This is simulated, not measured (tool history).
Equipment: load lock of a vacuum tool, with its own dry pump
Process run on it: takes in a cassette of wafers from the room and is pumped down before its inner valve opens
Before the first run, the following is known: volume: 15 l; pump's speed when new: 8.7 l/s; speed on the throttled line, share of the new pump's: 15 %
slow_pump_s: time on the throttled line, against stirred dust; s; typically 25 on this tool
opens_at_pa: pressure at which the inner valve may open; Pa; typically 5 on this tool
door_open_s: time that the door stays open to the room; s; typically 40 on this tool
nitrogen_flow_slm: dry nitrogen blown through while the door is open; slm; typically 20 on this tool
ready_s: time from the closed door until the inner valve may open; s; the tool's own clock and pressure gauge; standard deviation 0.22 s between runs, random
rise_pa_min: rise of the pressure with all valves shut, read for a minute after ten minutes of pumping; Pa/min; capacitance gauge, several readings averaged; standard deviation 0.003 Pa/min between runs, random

run	hour	slow_pump_s	opens_at_pa	door_open_s	nitrogen_flow_slm	incoming humidity of the room's air, %	ready_s	rise_pa_min
1	0	25	5	40	20	40.6	40.9	0.108
2	276.2	25	5	40	20	49.9	41.6	0.136
3	688.6	16	5	40	20	43.1	34.2	0.152
4	1027.6	25	5	40	22	47.3	41.2	0.178
5	1304.7	25	5	40	22	44.5	41.4	0.191
6	1526.6	25	5	40	22	44.6	40.7	0.219
7	1717.9	25	5	40	22	43.4	41.6	0.233
8	1990.1	25	5	40	20	48.1	41.5	0.261
9	2374.8	25	5	97	20	46.8	41.8	0.319
10	2557.3	25	5	171	20	45.6	41.6	0.354
11	2809.7	25	5	40	25	45.8	41.9	0.335
12	3106.8	25	5	40	20	50.1	42	0.381
13	3297.1	25	5	39	20	40.3	42.4	0.399
14	3553.1	25	5	61	20	46.3	41.7	0.428
15	3756.4	25	5	61	20	47.2	42	0.474
16	3965	25	5	26	20	47.5	42.4	0.482
17	4343.8	25	5	26	20	42.3	42.4	0.521
18	4645.1	25	5	26	20	43.7	42.6	0.566
19	4867.1	25	5	26	20	45.2	42.3	0.597
# hour 5047.1: door's seal changed, seat wiped
20	5137.1	25	5	66	20	46.9	42.2	0.032
21	5527	23	6	107	19	45.9	40.3	0.06
22	5715.3	25	5	51	23	42.4	42.6	0.048
23	6056.1	27	5	51	23	46	44.2	0.062
24	6283.7	27	8	120	23	42.2	43.2	0.079
25	6644.5	25	5	208	37	44.9	43.2	0.11
26	6942.5	25	4	208	37	45.8	43.9	0.13
27	7185.1	25	4	208	37	48	43	0.149
28	7415.9	13	8	40	20	44.1	32.1	0.141
29	7658	12	5	40	20	47.5	32.8	0.163
# hour 7863.8: dry pump taken out, an overhauled one fitted
30	8043.3	13	5	40	4	41.6	28.5	0.194
31	8460.8	13	5	40	4	46.1	28.3	0.239
32	8785.1	15	5	63	20	46.9	30.5	0.264
33	9001.7	28	9	187	32	43	40.1	0.299
34	9309.7	33	5	63	20	43	45.6	0.313
35	9486.8	25	5	69	10	43.3	38.9	0.353
36	9752.4	49	5	151	10	49.5	59	0.42

Table of differences, measured result less the result of that run with no hidden state. Run-to-run variation is the same in both. Gauge scatter possibly is not:
What the log doesn't record here: pump's speed, % of a new pump's; leak at the door's seal, Pa l/s; drift of the gauge itself on ready_s, %; drift of the gauge itself on rise_pa_min, %.
run	ready_s	rise_pa_min
1	+2.7	+0.087
2	+2.8	+0.104
3	+3.2	+0.124
4	+2.9	+0.147
5	+3	+0.167
6	+3.1	+0.193
7	+3.1	+0.208
8	+3.1	+0.233
9	+3.2	+0.274
10	+3.3	+0.295
11	+3.3	+0.31
12	+3.4	+0.353
13	+3.5	+0.374
14	+3.4	+0.395
15	+3.5	+0.435
16	+3.7	+0.46
17	+3.7	+0.494
18	+3.8	+0.545
19	+3.8	+0.574
20	+3.8	+0
21	+4	+0.012
22	+4.1	+0.019
23	+4	+0.032
24	+3.8	+0.041
25	+4.3	+0.061
26	+4.6	+0.081
27	+4.6	+0.096
28	+4.7	+0.113
29	+5.1	+0.131
30	+0.1	+0.157
31	+0.2	+0.198
32	+0.2	+0.224
33	+0.2	+0.245
34	+0.2	+0.28
35	+0.3	+0.304
36	+0.3	+0.341
